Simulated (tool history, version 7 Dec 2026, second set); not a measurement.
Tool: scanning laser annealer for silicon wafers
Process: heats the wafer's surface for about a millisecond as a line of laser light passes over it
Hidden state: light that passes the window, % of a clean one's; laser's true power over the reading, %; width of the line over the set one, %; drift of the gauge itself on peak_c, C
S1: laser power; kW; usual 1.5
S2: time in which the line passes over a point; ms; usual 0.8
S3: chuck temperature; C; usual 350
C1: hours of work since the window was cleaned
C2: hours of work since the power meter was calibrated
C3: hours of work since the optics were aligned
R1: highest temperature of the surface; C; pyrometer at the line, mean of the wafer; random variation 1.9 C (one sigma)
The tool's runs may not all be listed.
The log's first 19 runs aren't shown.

-- hour=1071.9 window over the wafer cleaned
run 20 hour=1090.7 | S1=1.5 S2=0.8 S3=350 | C1=13 C2=788 C3=1536 | R1=1040
run 21 hour=1142 | S1=1.5 S2=0.8 S3=350 | C1=50 C2=825 C3=1573 | R1=1035
run 22 hour=1183.1 | S1=1.303 S2=0.8 S3=319 | C1=79 C2=854 C3=1602 | R1=889
run 23 hour=1231.3 | S1=1.5 S2=0.88 S3=383 | C1=114 C2=888 C3=1637 | R1=1098
run 24 hour=1290.6 | S1=1.388 S2=0.8 S3=366 | C1=156 C2=931 C3=1679 | R1=984
run 25 hour=1335.9 | S1=1.388 S2=0.8 S3=366 | C1=188 C2=963 C3=1711 | R1=982
run 26 hour=1386.7 | S1=1.305 S2=0.92 S3=318 | C1=225 C2=999 C3=1747 | R1=925
-- hour=1418.3 window over the wafer cleaned, once more
run 27 hour=1440.5 | S1=1.305 S2=0.92 S3=318 | C1=16 C2=1036 C3=1784 | R1=969
run 28 hour=1480.3 | S1=1.556 S2=0.8 S3=347 | C1=44 C2=1064 C3=1813 | R1=1110
run 29 hour=1523.5 | S1=1.556 S2=0.8 S3=347 | C1=75 C2=1095 C3=1843 | R1=1106
-- hour=1562.5 optics aligned, line set to its width
run 30 hour=1601.2 | S1=1.556 S2=0.8 S3=347 | C1=127 C2=1147 C3=28 | R1=1133
run 31 hour=1667.5 | S1=1.5 S2=0.683 S3=360 | C1=174 C2=1194 C3=75 | R1=1055
run 32 hour=1730.3 | S1=1.5 S2=0.683 S3=360 | C1=219 C2=1239 C3=120 | R1=1052
run 33 hour=1763.2 | S1=1.543 S2=0.982 S3=343 | C1=242 C2=1263 C3=143 | R1=1195
run 34 hour=1833.7 | S1=1.578 S2=0.982 S3=356 | C1=293 C2=1313 C3=193 | R1=1225
run 35 hour=1880.2 | S1=1.578 S2=0.982 S3=380 | C1=326 C2=1346 C3=227 | R1=1252
run 36 hour=1928.6 | S1=1.578 S2=0.982 S3=380 | C1=360 C2=1381 C3=261 | R1=1246
run 37 hour=2005.2 | S1=1.596 S2=0.932 S3=350 | C1=415 C2=1435 C3=316 | R1=1206
run 38 hour=2058 | S1=1.596 S2=0.932 S3=350 | C1=453 C2=1473 C3=353 | R1=1204
run 39 hour=2101.9 | S1=1.5 S2=0.746 S3=350 | C1=484 C2=1504 C3=385 | R1=1058
run 40 hour=2169.6 | S1=1.5 S2=0.746 S3=350 | C1=532 C2=1553 C3=433 | R1=1054

Forecast each of these 3 alternatives for the next run:
run A hour=2241 | S1=1.581 S2=0.883 S3=368 | C1=583 C2=1603 C3=484 | R1=?
run B hour=2241 | S1=1.648 S2=0.705 S3=330 | C1=583 C2=1603 C3=484 | R1=?
run C hour=2241 | S1=1.5 S2=0.798 S3=350 | C1=583 C2=1603 C3=484 | R1=?

run=A R1=1183
run=B R1=1102
run=C R1=1075
Without the tool's hidden state the same runs would have given:
run=A R1=1222
run=B R1=1140
run=C R1=1111

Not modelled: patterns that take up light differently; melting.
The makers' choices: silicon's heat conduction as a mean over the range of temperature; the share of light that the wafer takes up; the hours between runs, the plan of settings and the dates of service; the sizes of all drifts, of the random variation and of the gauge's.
